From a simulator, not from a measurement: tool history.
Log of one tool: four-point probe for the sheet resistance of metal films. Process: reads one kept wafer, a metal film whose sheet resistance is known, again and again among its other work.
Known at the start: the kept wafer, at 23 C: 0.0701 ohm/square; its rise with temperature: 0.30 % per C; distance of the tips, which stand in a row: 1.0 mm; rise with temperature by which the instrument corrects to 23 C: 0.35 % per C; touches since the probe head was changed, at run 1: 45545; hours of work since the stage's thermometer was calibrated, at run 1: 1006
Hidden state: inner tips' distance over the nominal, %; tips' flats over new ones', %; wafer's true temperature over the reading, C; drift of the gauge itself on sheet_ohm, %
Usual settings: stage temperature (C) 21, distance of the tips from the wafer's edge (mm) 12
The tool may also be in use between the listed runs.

run     day  stage temperature (C)  distance of the tips from the wafer's edge (mm)  touches since the probe head was changed  hours of work since the stage's thermometer was calibrated  sheet resistance as the instrument gives it (ohm/square)
  1       0                     21                                               12                                     45545                                                        1006                                                  0.070897
  2   1.958                     21                                               12                                     47343                                                        1036                                                  0.070917
  3   3.204                     21                                                4                                     48486                                                        1056                                                  0.072948
  4   4.358                     21                                                4                                     49544                                                        1073                                                  0.072934
  5   6.212                     21                                               12                                     51243                                                        1102                                                  0.070909
  6   7.671                     21                                                3                                     52582                                                        1124                                                  0.074627
  7   8.804                     21                                                3                                     53624                                                        1142                                                  0.074607
  8  10.471                     21                                                3                                     55152                                                        1167                                                  0.074629
  9  11.425                     21                                                3                                     56027                                                        1182                                                  0.074629
 10  13.633                     21                                               61                                     58054                                                        1216                                                  0.070685
 11  15.071                     31                                               12                                     59372                                                        1238                                                  0.070583
 12  17.025                     31                                               12                                     61166                                                        1268                                                  0.070584
 13  19.267                     21                                               12                                     63221                                                        1302                                                  0.070939
 14  21.242                     25                                               12                                     65032                                                        1333                                                  0.070806
 15  22.308                     25                                               12                                     66011                                                        1349                                                  0.070812
 16  24.262                     25                                               12                                     67807                                                        1379                                                  0.070831
 17   26.05                     25                                               12                                     69444                                                        1407                                                  0.070834
 18  27.146                     21                                               12                                     70453                                                        1424                                                  0.070971
 19  28.488                     21                                               12                                     71683                                                        1444                                                  0.070968
 20  29.579                     33                                               12                                     72685                                                        1461                                                  0.070568
 21  30.875                     33                                               12                                     73873                                                        1481                                                  0.070562
 22  32.421                     21                                               26                                     75289                                                        1505                                                  0.070789
 23  33.654                     21                                               26                                     76423                                                        1524                                                  0.070781

Run 24 comes next. What will it give?
 24  34.767                     32                                               10                                     77443                                                        1541                                                         ?

Run 24 gave sheet resistance as the instrument gives it (ohm/square) 0.070742.
Without the tool's hidden state the same run would have given sheet resistance as the instrument gives it (ohm/square) 0.070181.
